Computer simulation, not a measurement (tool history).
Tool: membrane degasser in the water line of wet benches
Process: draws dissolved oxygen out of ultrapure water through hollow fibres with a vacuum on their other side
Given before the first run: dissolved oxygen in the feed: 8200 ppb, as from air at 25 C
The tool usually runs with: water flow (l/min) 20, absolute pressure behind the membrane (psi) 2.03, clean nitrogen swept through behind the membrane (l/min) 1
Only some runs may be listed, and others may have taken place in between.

| run | hour | water flow (l/min) | absolute pressure behind the membrane (psi) | clean nitrogen swept through behind the membrane (l/min) | dissolved oxygen in the water behind the degasser (ppb) | pressure that the water loses in the fibres (psi) |
|---|---|---|---|---|---|---|
| 1 | 0 | 20 | 2.03 | 1 | 494.4 | 5.519 |
| 2 | 49.6 | 20 | 2.03 | 1 | 488.8 | 5.568 |
| 3 | 93.6 | 16 | 2.03 | 1 | 393.6 | 4.405 |
| 4 | 121.3 | 20 | 2.03 | 1 | 487.8 | 5.523 |
| 5 | 163.7 | 20 | 2.03 | 1 | 486.5 | 5.485 |
| 6 | 202.4 | 20 | 2.03 | 1 | 483.2 | 5.54 |
| 7 | 243.7 | 20 | 2.03 | 1 | 496.9 | 5.548 |
| 8 | 284.9 | 20 | 2.03 | 1 | 497.1 | 5.551 |
| 9 | 325.8 | 20 | 2.03 | 1.25 | 410.5 | 5.593 |
| 10 | 369.2 | 20 | 2.03 | 1.25 | 409.3 | 5.546 |
| 11 | 403.7 | 20 | 2.03 | 1.25 | 418.2 | 5.558 |
| 12 | 456.3 | 15 | 2.03 | 1 | 369.8 | 4.168 |
| 13 | 488.3 | 15 | 2.03 | 1 | 369.1 | 4.181 |
| 14 | 553.1 | 15 | 2.03 | 1 | 368.5 | 4.15 |
| 15 | 591.2 | 15 | 2.03 | 1 | 369.3 | 4.179 |
| 16 | 640.4 | 15 | 2.03 | 1 | 364.5 | 4.138 |
| 17 | 690.4 | 15 | 2.2 | 0.59 | 626.9 | 4.157 |
| 18 | 756.6 | 20 | 3.95 | 1.52 | 713.5 | 5.58 |
| 19 | 800.2 | 17 | 2.03 | 0.99 | 427.7 | 4.683 |
| 20 | 830.4 | 25 | 1.75 | 1.18 | 470.8 | 7.014 |
| 21 | 872.8 | 25 | 1.75 | 1.18 | 464.5 | 6.933 |
| 22 | 911.6 | 25 | 1.75 | 1.18 | 473.6 | 6.949 |
| 23 | 951.6 | 13 | 2.7 | 0.59 | 701.4 | 3.613 |
| 24 | 1011.3 | 13 | 3.44 | 0.51 | 1014.2 | 3.616 |
| 25 | 1067.1 | 20 | 2.03 | 0.65 | 676.8 | 5.654 |
| 26 | 1129.2 | 20 | 2.03 | 0.65 | 684.9 | 5.62 |
| 27 | 1191.3 | 12 | 4.74 | 1 | 757.3 | 3.392 |
| 28 | 1228.1 | 15 | 3.64 | 2.05 | 383.6 | 4.235 |
| 29 | 1276.2 | 26 | 3.64 | 1.86 | 729.8 | 7.339 |
| 30 | 1317.8 | 23 | 2.29 | 1.86 | 404.4 | 6.434 |
| 31 | 1373.6 | 17 | 1.36 | 1.86 | 152 | 4.741 |

How would selected steps in pressure that the water loses in the fibres (psi) from run to run divide? Give the signed amount a tool lacking its hidden state would still show from settings, what came in and random variation, and the signed amount left for the hidden state, including any gauge scatter that is not in both of the compared results.
Hidden state at play: membrane still open, %; true pressure behind the membrane over the reading, kPa; air that leaks in behind the membrane, l/min; drift of the gauge itself on oxygen_ppb, %; drift of the gauge itself on loss_of_pressure_kpa, %.
Run 19 -> 20: water flow (l/min) 17 -> 25, absolute pressure behind the membrane (psi) 2.03 -> 1.75, clean nitrogen swept through behind the membrane (l/min) 0.99 -> 1.18. pressure that the water loses in the fibres (psi) +2.331: hidden state +0.029, all else +2.302.
Run 22 -> 23: water flow (l/min) 25 -> 13, absolute pressure behind the membrane (psi) 1.75 -> 2.7, clean nitrogen swept through behind the membrane (l/min) 1.18 -> 0.59. pressure that the water loses in the fibres (psi) -3.336: hidden state -0.041, all else -3.295.
Run 26 -> 27: water flow (l/min) 20 -> 12, absolute pressure behind the membrane (psi) 2.03 -> 4.74, clean nitrogen swept through behind the membrane (l/min) 0.65 -> 1. pressure that the water loses in the fibres (psi) -2.228: hidden state -0.035, all else -2.193.
Run 28 -> 29: water flow (l/min) 15 -> 26, clean nitrogen swept through behind the membrane (l/min) 2.05 -> 1.86. pressure that the water loses in the fibres (psi) +3.104: hidden state +0.059, all else +3.044.
